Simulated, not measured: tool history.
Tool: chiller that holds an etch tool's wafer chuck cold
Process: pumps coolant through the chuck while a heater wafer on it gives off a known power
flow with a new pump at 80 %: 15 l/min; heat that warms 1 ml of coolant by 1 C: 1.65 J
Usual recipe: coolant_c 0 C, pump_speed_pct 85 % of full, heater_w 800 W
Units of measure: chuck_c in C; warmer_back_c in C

run,day,coolant_c,pump_speed_pct,heater_w,chuck_c,warmer_back_c
1,0,0,85,800,6.41,1.79
2,2.871,0,85,800,6.44,1.84
3,6.05,0,85,800,6.42,1.83
4,9.75,0,85,800,6.3,1.75
5,11.875,0,85,800,6.32,1.84
6,15.121,0,85,472,3.77,1
7,17.592,0,85,472,3.82,1.01
8,21.479,2,85,472,5.64,0.96
9,25.071,2,85,472,5.86,0.98
10,29.175,2,85,472,5.86,0.99
11,33.229,0,85,800,6.4,1.74
12,35.25,0,85,800,6.37,1.7
13,38.025,0,85,800,6.4,1.67
14,41.138,0,85,800,6.44,1.65
15,43.375,2,70,469,6.3,1.18
16,46.612,2,84,923,9.45,1.96
17,50.104,2,84,890,9.18,1.85
18,52.392,2,84,890,9.22,1.85
19,54.933,-5,88,550,-0.58,1
20,58.35,-2,74,410,1.76,0.91
21,62.125,-2,74,410,1.72,0.88
22,66.008,-2,74,410,1.51,0.85
23,69.012,-2,74,410,1.62,0.88
24,70.9,-2,74,410,1.51,0.84
25,72.967,-2,74,410,1.76,0.85
26,75.058,-2,71,546,3.08,1.27
27,77.192,-2,71,546,3.02,1.23
28,78.85,0,75,800,6.98,1.84

Consider 3 possible next runs. They are alternatives, not a sequence: every one starts from the tool as it was left by run 28. What does each give?
A,81.212,-6,78,425,?,?
B,81.212,10,75,922,?,?
C,81.212,0,85,481,?,?

run,chuck_c,warmer_back_c
A,-2.46,0.74
B,18.1,2.15
C,3.75,0.85
Had the tool no hidden state, the same runs would have come out as:
run,chuck_c,warmer_back_c
A,-2.45,1.01
B,18.09,2.41
C,3.76,1.11

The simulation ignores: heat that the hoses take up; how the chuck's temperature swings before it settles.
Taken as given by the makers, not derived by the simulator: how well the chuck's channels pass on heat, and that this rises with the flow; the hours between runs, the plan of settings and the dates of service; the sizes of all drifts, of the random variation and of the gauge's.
